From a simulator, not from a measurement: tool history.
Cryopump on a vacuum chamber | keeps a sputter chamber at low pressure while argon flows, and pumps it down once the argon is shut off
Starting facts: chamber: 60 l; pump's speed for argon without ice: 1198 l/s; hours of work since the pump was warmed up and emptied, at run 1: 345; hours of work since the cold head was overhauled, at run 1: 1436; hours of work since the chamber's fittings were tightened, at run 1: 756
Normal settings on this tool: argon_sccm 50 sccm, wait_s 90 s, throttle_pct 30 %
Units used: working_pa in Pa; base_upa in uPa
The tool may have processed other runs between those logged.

run	hour	argon_sccm	wait_s	throttle_pct	hours of work since the pump was warmed up and emptied	hours of work since the cold head was overhauled	hours of work since the chamber's fittings were tightened	working_pa	base_upa
1	0	50	90	30	345	1436	756	0.2442	1.22
2	26	50	90	30	364	1454	775	0.244	1.29
3	74.5	47	90	30	398	1488	809	0.23	1.31
4	105.9	47	90	30	420	1510	831	0.2307	1.36
5	158.6	47	90	30	457	1548	868	0.2294	1.35
6	195.9	47	90	30	483	1574	894	0.2295	1.37
7	240.2	42	90	30	515	1605	926	0.2073	1.38
8	288.8	42	90	30	549	1639	960	0.2101	1.48
9	325.8	42	90	30	575	1665	986	0.2096	1.45
10	378.6	42	90	30	612	1703	1023	0.2079	1.46
11	415.4	50	90	26	638	1729	1049	0.2844	1.51
12	460	50	167	30	669	1760	1080	0.2521	1.23
13	492.3	50	181	30	692	1783	1103	0.2518	1.22
14	522.9	50	90	36	714	1804	1125	0.2136	1.54
15	568.3	50	90	36	746	1836	1157	0.213	1.58
16	595.8	50	90	36	765	1856	1176	0.2142	1.57
17	648.4	37	26	30	802	1893	1213	0.1881	3.17
18	699.5	24	40	39	838	1929	1249	0.0977	2.49
19	727.8	54	26	59	858	1949	1269	0.1518	3.28
20	780.2	64	88	36	895	1985	1306	0.2783	1.68
21	812.8	64	88	36	918	2008	1329	0.2816	1.71
22	850.5	50	29	30	945	2035	1356	0.2571	3.03
23	901.1	50	29	30	980	2071	1391	0.2604	3.06
24	933.5	30	27	25	1003	2093	1414	0.1856	3.36
25	968.2	30	27	25	1027	2118	1438	0.1858	3.28
26	1003.8	27	58	22	1052	2143	1463	0.188	2.19
27	1044.7	27	58	22	1081	2172	1492	0.187	2.17
# hour 1054.5: pump warmed up, emptied and cooled again
28	1080.5	38	90	41	18	2193	1514	0.1329	1.55
29	1123.4	50	198	24	49	2224	1544	0.2957	1.25
30	1174.3	39	283	44	84	2260	1580	0.128	1.15

Hidden condition of the tool, last listed run before each entry between runs versus first listed run after:
After run 27, before run 28: pump warmed up, emptied and cooled again (hour 1054.5)
  pump's speed, % of a pump's without ice: 73.3 -> 99.1; cold plate's temperature, K: 13.27 -> 13.28; leak into the chamber, uPa l/s: 1040 -> 1050
  difference, measured minus the result without the unlogged condition, working_pa: +0.0151 -> +0.0019 Pa; base_upa: +0.96 -> +0.65 uPa

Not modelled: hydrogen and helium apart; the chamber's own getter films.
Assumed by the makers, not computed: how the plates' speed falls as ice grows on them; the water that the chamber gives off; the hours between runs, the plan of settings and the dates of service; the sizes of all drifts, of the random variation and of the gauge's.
